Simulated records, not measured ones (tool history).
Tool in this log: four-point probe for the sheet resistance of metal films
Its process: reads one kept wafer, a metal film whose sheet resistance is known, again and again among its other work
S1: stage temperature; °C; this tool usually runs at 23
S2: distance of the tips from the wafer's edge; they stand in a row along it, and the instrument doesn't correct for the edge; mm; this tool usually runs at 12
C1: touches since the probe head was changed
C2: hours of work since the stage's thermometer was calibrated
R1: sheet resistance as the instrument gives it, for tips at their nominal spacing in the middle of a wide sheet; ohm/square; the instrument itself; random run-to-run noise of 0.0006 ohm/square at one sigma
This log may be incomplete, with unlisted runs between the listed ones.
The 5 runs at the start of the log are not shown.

run,hour,S1,S2,C1,C2,R1
6,159.7,23,46,24738,949,2.999529
7,200.2,23,46,25402,980,2.998948
8,225.5,23,14,25817,1000,3.005756
9,266.5,23,14,26488,1032,3.007200
10,294.9,23,14,26953,1055,3.007055
11,327.7,23,14,27490,1081,3.007534
12,369.9,23,14,28182,1114,3.007476
13,402.5,23,7,28716,1139,3.032687
14,434.5,32,12,29241,1165,2.983799
15,469.2,32,12,29810,1192,2.983645
16,491.7,32,12,30178,1209,2.983764
17,518.1,25,12,30611,1230,3.004833
18,545.3,25,12,31056,1252,3.006154
19,575.9,34,12,31558,1276,2.977870
20,610.6,34,12,32126,1303,2.978230
21,647.4,34,63,32730,1332,2.968747
22,688.4,23,12,33401,1364,3.012663
23,725.9,31,9,34015,1393,2.996826
24,748.8,19,4,34390,1411,3.112871
25,779.0,22,74,34885,1435,3.005833
26,798.6,26,46,35207,1451,2.993682
27,839.8,21,70,35882,1483,3.009673

Forecast run 28:
28,879.8,25,56,36538,1514,?

R1: 2.996720 ohm/square
With the hidden condition absent and the run-to-run variation left alone, this run would have shown R1 2.989333 ohm/square.
